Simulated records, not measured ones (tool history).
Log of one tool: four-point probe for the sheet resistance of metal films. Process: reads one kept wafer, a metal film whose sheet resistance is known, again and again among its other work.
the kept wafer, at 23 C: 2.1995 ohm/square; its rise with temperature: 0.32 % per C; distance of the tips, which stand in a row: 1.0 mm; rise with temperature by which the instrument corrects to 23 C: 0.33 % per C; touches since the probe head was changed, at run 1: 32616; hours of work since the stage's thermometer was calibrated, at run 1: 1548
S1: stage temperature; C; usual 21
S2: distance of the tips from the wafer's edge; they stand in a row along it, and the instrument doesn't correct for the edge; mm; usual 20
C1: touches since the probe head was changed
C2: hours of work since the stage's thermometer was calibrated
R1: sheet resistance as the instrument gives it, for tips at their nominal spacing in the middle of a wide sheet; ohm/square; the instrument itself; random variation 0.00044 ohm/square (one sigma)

run	day	S1	S2	C1	C2	R1
1	0	21	20	32616	1548	2.208628
2	1.508	21	20	33883	1564	2.208663
3	2.288	21	20	34538	1571	2.209971
4	3.621	21	20	35659	1585	2.209739
5	4.333	21	20	36260	1592	2.208687
6	5.654	21	20	37370	1605	2.209421
# day 5.758: stage's thermometer calibrated
7	6.579	21	20	38129	8	2.208507
8	7.792	21	20	39146	20	2.208568
9	8.579	21	20	39808	28	2.208826
10	9.412	21	20	40510	37	2.209119

Forecast each of these 5 alternatives for the next run:
A	10.588	20	20	41496	48	?
B	10.588	30	18	41496	48	?
C	10.588	20	71	41496	48	?
D	10.588	28	74	41496	48	?
E	10.588	27	47	41496	48	?

run	R1
A	2.209284
B	2.207915
C	2.206829
D	2.205098
E	2.204996
Without the tool's hidden state the same runs would have given:
run	R1
A	2.203283
B	2.20179
C	2.200834
D	2.199004
E	2.198916
